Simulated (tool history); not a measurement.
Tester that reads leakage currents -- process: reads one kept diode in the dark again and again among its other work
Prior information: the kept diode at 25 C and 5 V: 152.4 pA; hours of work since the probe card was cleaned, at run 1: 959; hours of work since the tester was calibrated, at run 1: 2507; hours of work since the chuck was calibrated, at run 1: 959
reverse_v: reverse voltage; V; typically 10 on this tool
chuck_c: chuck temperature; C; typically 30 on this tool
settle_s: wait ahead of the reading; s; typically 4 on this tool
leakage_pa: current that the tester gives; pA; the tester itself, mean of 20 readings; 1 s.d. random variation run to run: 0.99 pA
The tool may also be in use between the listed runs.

run	day	reverse_v	chuck_c	settle_s	hours of work since the probe card was cleaned	hours of work since the tester was calibrated	hours of work since the chuck was calibrated	leakage_pa
1	0	10	30	4	959	2507	959	294.56
# day 3.533: chuck's temperature calibrated
2	9.621	10	30	2.62	1131	2679	110	332.82
3	17.196	10	22	2.62	1268	2816	247	159.58
4	22.025	10	22	2.62	1355	2903	334	157.67
5	32.188	10	30	4	1538	3086	517	314.1
# day 33.067: probe card cleaned and baked
6	39.329	7.9	48	4	113	3213	644	1286.02
7	44.183	10.9	48	7.44	201	3301	731	1460.5
8	51.862	10.9	48	7.44	339	3439	870	1442.17
# day 60.504: chuck's temperature calibrated
9	61.175	10	29	5.6	506	3606	12	317.16
# day 62.867: probe card cleaned and baked, once more
10	69.833	2.8	30	1.88	126	3760	166	179.62

Predict each of these 3 candidate next runs independently; none follows another, all start after run 10:
A	76.608	6.2	30	1.88	248	3882	288	?
B	76.608	9.4	30	4	248	3882	288	?
C	76.608	3.8	30	1.88	248	3882	288	?

run	leakage_pa
A	250.53
B	302.24
C	202.07
The same runs, with their run-to-run variation unchanged, on a tool lacking any hidden condition would have given:
run	leakage_pa
A	267.1
B	321.75
C	215.74
